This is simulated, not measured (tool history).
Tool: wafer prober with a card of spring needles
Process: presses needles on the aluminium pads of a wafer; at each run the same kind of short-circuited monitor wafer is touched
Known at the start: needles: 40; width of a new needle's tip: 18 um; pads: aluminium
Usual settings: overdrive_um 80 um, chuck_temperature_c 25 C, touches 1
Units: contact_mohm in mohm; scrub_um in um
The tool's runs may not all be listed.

| run | day | overdrive_um | chuck_temperature_c | touches | contact_mohm | scrub_um |
|---|---|---|---|---|---|---|
| 1 | 0 | 80 | 25 | 1 | 145 | 17.49 |
| 2 | 0.358 | 78 | 25 | 1 | 171 | 17.12 |
| 3 | 0.8 | 78 | 25 | 1 | 180 | 17.12 |
|  | 1.054 | tips cleaned on abrasive film |
| 4 | 1.117 | 78 | 25 | 1 | 133 | 17.07 |
| 5 | 1.492 | 78 | 25 | 1 | 161 | 17.08 |
| 6 | 1.838 | 78 | 25 | 1 | 176 | 17.06 |
| 7 | 2.192 | 78 | 25 | 1 | 185 | 17.03 |
|  | 2.388 | tips cleaned on abrasive film |
| 8 | 2.617 | 80 | 25 | 2 | 134 | 17.49 |
| 9 | 2.938 | 80 | 25 | 1 | 162 | 17.47 |
| 10 | 3.133 | 80 | 25 | 1 | 169 | 17.47 |
| 11 | 3.558 | 80 | 25 | 1 | 180 | 17.46 |
|  | 3.738 | tips cleaned on abrasive film |
| 12 | 3.983 | 80 | 25 | 1 | 147 | 17.48 |
| 13 | 4.454 | 80 | 25 | 1 | 170 | 17.46 |
| 14 | 4.867 | 80 | 25 | 1 | 180 | 17.42 |
|  | 5.067 | tips cleaned on abrasive film |
| 15 | 5.342 | 80 | 25 | 1 | 154 | 17.43 |
| 16 | 5.75 | 80 | 59 | 1 | 174 | 17.44 |
| 17 | 6.188 | 80 | 25 | 2 | 155 | 17.45 |
|  | 6.396 | tips cleaned on abrasive film |
| 18 | 6.396 | 78 | 25 | 1 | 131 | 16.96 |
| 19 | 6.667 | 76 | 25 | 2 | 141 | 16.6 |
| 20 | 6.867 | 96 | 31 | 3 | 131 | 20.95 |
| 21 | 7.275 | 96 | 31 | 3 | 134 | 20.97 |
| 22 | 7.492 | 80 | 104 | 3 | 154 | 17.45 |
|  | 7.717 | tips cleaned on abrasive film |
| 23 | 7.717 | 80 | 29 | 3 | 125 | 17.4 |
| 24 | 8.025 | 68 | 25 | 2 | 151 | 14.78 |
| 25 | 8.417 | 73 | 36 | 1 | 184 | 15.89 |
| 26 | 8.733 | 73 | 103 | 1 | 200 | 15.85 |
|  | 9.046 | tips cleaned on abrasive film |
| 27 | 9.125 | 73 | 103 | 1 | 148 | 15.89 |
| 28 | 9.546 | 99 | 113 | 1 | 156 | 21.59 |
| 29 | 9.975 | 63 | 30 | 1 | 213 | 13.63 |
| 30 | 10.238 | 63 | 30 | 1 | 220 | 13.66 |
|  | 10.383 | tips cleaned on abrasive film |
| 31 | 10.529 | 63 | 30 | 1 | 158 | 13.65 |
| 32 | 10.971 | 63 | 30 | 1 | 196 | 13.63 |

The next listed run, before its measurement:
| 33 | 11.375 | 89 | 25 | 1 | ? | ? |

Run 33 gave contact_mohm 169 mohm, scrub_um 19.4 um.
Without the tool's hidden state the same run would have given contact_mohm 120 mohm, scrub_um 19.64 um.
